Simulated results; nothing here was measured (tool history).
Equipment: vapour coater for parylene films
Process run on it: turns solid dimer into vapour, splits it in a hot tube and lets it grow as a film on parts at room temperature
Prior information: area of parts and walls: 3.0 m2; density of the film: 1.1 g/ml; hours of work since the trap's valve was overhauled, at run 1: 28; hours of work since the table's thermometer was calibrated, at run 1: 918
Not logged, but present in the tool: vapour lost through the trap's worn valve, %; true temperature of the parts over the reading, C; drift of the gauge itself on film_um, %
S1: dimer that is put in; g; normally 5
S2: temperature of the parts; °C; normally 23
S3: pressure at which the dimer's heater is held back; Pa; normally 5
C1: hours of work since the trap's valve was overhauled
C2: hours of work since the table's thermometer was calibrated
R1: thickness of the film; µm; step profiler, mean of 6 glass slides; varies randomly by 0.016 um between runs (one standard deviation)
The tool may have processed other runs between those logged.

run    hour  S1  S2     S3   C1    C2    R1
  1       0   5  23      5   28   918  0.95
  2    42.5   5  23      5   52   942  0.96
  3    80.9   5  23      5   74   964  0.95
  4   114.1   5  23      5   93   983  0.92
  5   154.1   5  23      5  116  1007  0.94
  6   173.2   5  23   2.62  127  1018  1.02
  7   199.1   3  23      5  142  1033  0.58
  8   234.6   5  23      5  163  1053  0.94
  9   255.5   5  23      5  175  1065  0.92
 10   280.7   5  23      5  189  1080  0.93
 11   309.1   5  18      5  206  1096  1.15
 12   345.4   5  18      5  227  1117  1.16
 13   383.6   5  23      5  249  1139  0.95
 14   425.7   5  23      5  273  1163  0.95
 15   448.8   5  23      5  286  1177  0.95
 16   490.2   5  23      5  310  1200  0.91
 17   511.8   5  23      5  323  1213  0.94
 18   548.2   3  23      5  344  1234  0.55
 19   566.2   9  23      5  354  1244  1.67
 20   603.8   9  23      5  376  1266   1.7
 21   640.1   9  23      5  397  1287  1.67
 22   663.2   9  23      5  410  1300  1.67
 23   688.5   2  23      5  425  1315  0.38
 24   717.2   3  23   5.38  441  1331  0.55
 25   751.8   5  27      5  461  1351   0.8
 26   793.4   8  32  11.94  485  1375  0.91
 27   822.3   8  32  11.94  502  1392  0.92
 28     842   5  20   4.53  513  1403  1.11
 29   861.7   5  17    9.1  524  1415  1.14
 30   887.9   5  17    9.1  540  1430  1.12
 31   923.6   5  21    9.1  560  1450  0.95
 32   964.5   5  23  10.78  584  1474  0.87
 33   990.2   4  17   5.19  599  1489  0.97
 34  1019.1   3  19    4.7  615  1505  0.64
     1042.7  -- trap's valve overhauled
 35  1052.5   3  19    4.7    6  1522  0.68
 36  1090.3   3  19    4.7   27  1544  0.66
 37  1123.2   3  19    4.7   46  1563  0.65
 38  1151.6   3  19   5.03   63  1579  0.65
 39  1193.7   3  19   5.03   87  1604  0.68
 40  1218.4   3  23    2.6  101  1618  0.63

Take each entry between the runs: how does the hidden state at the last listed run before it differ from the hidden state at the first listed run after it?
Run 34 -> run 35: trap's valve overhauled (hour 1042.7)
  vapour lost through the trap's worn valve, %: 0.8 -> 0

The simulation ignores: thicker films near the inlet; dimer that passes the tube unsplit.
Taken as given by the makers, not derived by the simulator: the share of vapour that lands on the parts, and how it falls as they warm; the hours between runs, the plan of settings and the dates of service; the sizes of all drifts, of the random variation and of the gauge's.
